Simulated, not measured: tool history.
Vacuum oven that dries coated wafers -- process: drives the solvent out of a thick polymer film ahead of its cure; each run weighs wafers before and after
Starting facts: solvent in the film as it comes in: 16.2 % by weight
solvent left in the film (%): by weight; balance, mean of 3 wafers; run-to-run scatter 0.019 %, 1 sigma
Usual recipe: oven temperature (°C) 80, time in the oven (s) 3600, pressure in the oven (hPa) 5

run,hour,oven temperature (°C),time in the oven (s),pressure in the oven (hPa),solvent left in the film (%)
1,0,80,3600,5,0.46
2,24.2,80,3600,5,0.5
3,49.6,80,3600,5,0.49
4,74.8,80,3600,5,0.47
5,92.1,80,3600,5,0.51
6,118.7,80,3600,5,0.49
7,145.2,80,3600,5,0.47
8,173.2,80,3600,5,0.45
9,194.1,80,4560,5,0.27
10,215.9,80,3600,5,0.47
11,236.5,80,3600,5,0.5
12,264.9,80,3600,5,0.5
13,292.6,80,3600,5,0.47
14,311.3,80,3600,5,0.47
15,333.6,80,3600,5,0.49
16,348.7,80,3600,5,0.46
17,363.1,80,3600,5,0.46
18,388.8,73,3600,5,1.63
19,416,73,3600,5,1.64
20,441.6,90,3600,5,0.09
21,468.4,80,2280,5,1.42
22,495,80,2280,5,1.41
23,519.2,80,2280,5,1.37
24,534.3,89,6180,2.6,0.08
25,562.9,89,6180,2.6,0.03
26,588.4,89,6180,2.6,0.06
27,605.4,71,5340,5.02,0.97
28,621.9,71,3780,5.02,2.01
29,634.6,71,3780,5.02,1.94
30,659.6,80,3600,5,0.42
31,678.8,74,3600,11.46,1.48
32,702.6,74,3600,6.51,1.43
33,729.6,74,3600,6.51,1.34
34,755.6,74,3600,6.51,1.33
35,783.8,80,1800,5,2.09
36,811.2,80,3600,7.38,0.44
37,837.3,82,6480,2.71,0.13
38,860.3,80,3060,2.72,0.61
39,889,80,4920,17.22,0.42
40,911.9,86,4920,7.5,0.17
41,934.7,80,2460,5,1.07
42,959.8,92,4380,11.02,0.17
43,986.9,92,4380,11.02,0.2
44,1010.3,94,3360,4.57,0.07
45,1030.7,94,3360,4.57,0.06
46,1056.1,66,2160,4.74,6.1

Selected run-to-run steps in solvent left in the film (%), each split into two signed amounts: the part the tool would show with no hidden state at all (from settings, incoming material and random variation), and the remainder, which goes to the hidden state together with any gauge scatter not common to the measured and the hidden-state-free results:
Hidden state present: true wafer temperature over the reading, C; true pressure over the reading, kPa; drift of the gauge itself on solvent_pct, %.
Run 19 -> 20: oven temperature (°C) 73 -> 90. solvent left in the film (%) -1.55: hidden state +0.44, all else -1.99.
Run 35 -> 36: time in the oven (s) 1800 -> 3600, pressure in the oven (hPa) 5 -> 7.38. solvent left in the film (%) -1.65: hidden state +0.41, all else -2.06.
Run 40 -> 41: oven temperature (°C) 86 -> 80, time in the oven (s) 4920 -> 2460, pressure in the oven (hPa) 7.5 -> 5. solvent left in the film (%) +0.9: hidden state -0.47, all else +1.37.
Run 41 -> 42: oven temperature (°C) 80 -> 92, time in the oven (s) 2460 -> 4380, pressure in the oven (hPa) 5 -> 11.02. solvent left in the film (%) -0.9: hidden state +0.46, all else -1.36.
Run 45 -> 46: oven temperature (°C) 94 -> 66, time in the oven (s) 3360 -> 2160, pressure in the oven (hPa) 4.57 -> 4.74. solvent left in the film (%) +6.04: hidden state -0.87, all else +6.91.
